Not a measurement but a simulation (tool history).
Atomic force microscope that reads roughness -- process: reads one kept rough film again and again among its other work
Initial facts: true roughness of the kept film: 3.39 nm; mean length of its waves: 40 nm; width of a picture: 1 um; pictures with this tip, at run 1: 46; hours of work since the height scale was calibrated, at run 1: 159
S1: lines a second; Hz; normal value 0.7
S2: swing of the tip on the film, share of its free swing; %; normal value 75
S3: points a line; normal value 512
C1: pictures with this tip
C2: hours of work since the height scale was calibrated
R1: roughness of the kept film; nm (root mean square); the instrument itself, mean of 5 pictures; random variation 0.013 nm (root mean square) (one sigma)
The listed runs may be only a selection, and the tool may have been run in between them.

run  hour     S1  S2   S3   C1   C2     R1
  1     0    0.7  75  512   46  159  2.965
  2   6.3    0.7  75  512   56  162  2.973
  3    13    0.7  75  560   66  165  2.958
  4  19.4    0.7  75  904   76  168  2.928
  5  25.3    0.7  75  904   85  171  2.921
  6    31    0.7  75  377   94  174  2.881
  7  38.5    0.7  75  377  105  177  2.863
  8  44.1  1.341  89  779  114  180  2.488
  9  54.2  1.341  89  779  130  185  2.474
 10  64.4  1.341  89  779  145  190  2.465
 11  72.2  1.341  89  779  157  194  2.423
 12  83.5  0.899  67  345  175  199  2.787
 13  89.3  3.099  65  710  184  202  2.524

Branching from run 13: 3 alternative next runs. What would each branch give?
     98.1  -- new tip fitted
  A  99.3  1.602  87  710   2  207   ?
     98.1  -- new tip fitted
  B  99.3  2.327  65  362   2  207   ?
     98.1  -- new tip fitted
  C  99.3  3.099  65  814   2  207   ?

run     R1
  A  2.601
  B  2.897
  C  2.825
Without the tool's hidden state the same runs would have given:
run     R1
  A  2.616
  B  2.913
  C   2.84
